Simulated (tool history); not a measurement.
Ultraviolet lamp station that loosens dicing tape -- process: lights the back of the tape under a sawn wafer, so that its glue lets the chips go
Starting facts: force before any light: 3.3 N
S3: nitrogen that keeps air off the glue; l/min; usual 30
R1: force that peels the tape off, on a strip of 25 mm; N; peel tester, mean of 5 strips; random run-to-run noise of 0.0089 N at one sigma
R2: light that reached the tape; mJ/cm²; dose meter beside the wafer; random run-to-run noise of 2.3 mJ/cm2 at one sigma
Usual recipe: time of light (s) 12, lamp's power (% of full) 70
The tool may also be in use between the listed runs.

run 1 hour=0 | time_of_light_(s)=12 lamp's_power_(%_of_full)=70 S3=30 | R1=0.45 R2=211
run 2 hour=15.3 | time_of_light_(s)=12 lamp's_power_(%_of_full)=70 S3=30 | R1=0.45 R2=210
run 3 hour=33.1 | time_of_light_(s)=12 lamp's_power_(%_of_full)=93 S3=30 | R1=0.269 R2=275
run 4 hour=42.7 | time_of_light_(s)=12 lamp's_power_(%_of_full)=70 S3=30 | R1=0.464 R2=205
run 5 hour=51.3 | time_of_light_(s)=12 lamp's_power_(%_of_full)=70 S3=30 | R1=0.457 R2=207
run 6 hour=67.4 | time_of_light_(s)=12 lamp's_power_(%_of_full)=70 S3=16 | R1=0.609 R2=209
run 7 hour=79.7 | time_of_light_(s)=12 lamp's_power_(%_of_full)=70 S3=16 | R1=0.624 R2=206
run 8 hour=88.9 | time_of_light_(s)=12 lamp's_power_(%_of_full)=70 S3=16 | R1=0.605 R2=208
run 9 hour=104.2 | time_of_light_(s)=12 lamp's_power_(%_of_full)=70 S3=16 | R1=0.665 R2=204
run 10 hour=117.6 | time_of_light_(s)=12 lamp's_power_(%_of_full)=70 S3=16 | R1=0.637 R2=203
run 11 hour=125.4 | time_of_light_(s)=12 lamp's_power_(%_of_full)=70 S3=30 | R1=0.481 R2=206
run 12 hour=134.1 | time_of_light_(s)=12 lamp's_power_(%_of_full)=70 S3=30 | R1=0.489 R2=204
run 13 hour=142.9 | time_of_light_(s)=12 lamp's_power_(%_of_full)=70 S3=30 | R1=0.473 R2=201
run 14 hour=154.2 | time_of_light_(s)=12 lamp's_power_(%_of_full)=70 S3=30 | R1=0.494 R2=204
run 15 hour=165.7 | time_of_light_(s)=12 lamp's_power_(%_of_full)=70 S3=42 | R1=0.43 R2=198
run 16 hour=178.7 | time_of_light_(s)=12 lamp's_power_(%_of_full)=70 S3=42 | R1=0.43 R2=204
run 17 hour=188.5 | time_of_light_(s)=8 lamp's_power_(%_of_full)=73 S3=13 | R1=1.097 R2=137
-- hour=190.5 window cleaned of glue's vapour
run 18 hour=201 | time_of_light_(s)=12 lamp's_power_(%_of_full)=70 S3=32 | R1=0.512 R2=195
run 19 hour=218.5 | time_of_light_(s)=12 lamp's_power_(%_of_full)=70 S3=32 | R1=0.509 R2=197
run 20 hour=234 | time_of_light_(s)=12 lamp's_power_(%_of_full)=73 S3=51 | R1=0.415 R2=200
run 21 hour=243 | time_of_light_(s)=12 lamp's_power_(%_of_full)=73 S3=51 | R1=0.404 R2=201
run 22 hour=262.1 | time_of_light_(s)=12 lamp's_power_(%_of_full)=73 S3=51 | R1=0.417 R2=198
-- hour=268.3 window cleaned of glue's vapour, once more
run 23 hour=280.8 | time_of_light_(s)=12 lamp's_power_(%_of_full)=73 S3=51 | R1=0.371 R2=217
run 24 hour=294.9 | time_of_light_(s)=12 lamp's_power_(%_of_full)=70 S3=41 | R1=0.414 R2=208
run 25 hour=307.2 | time_of_light_(s)=17 lamp's_power_(%_of_full)=70 S3=14 | R1=0.367 R2=296
run 26 hour=315.8 | time_of_light_(s)=17 lamp's_power_(%_of_full)=70 S3=14 | R1=0.373 R2=294

Run 27, settings as shown, results not yet in. Your forecast:
run 27 hour=324.3 | time_of_light_(s)=12 lamp's_power_(%_of_full)=91 S3=21 | R1=? R2=?

Logged for run 27: R1 0.356 N, R2 268 mJ/cm².
With the hidden condition absent and the run-to-run variation left alone, this run would have shown R1 0.269 N, R2 309 mJ/cm².
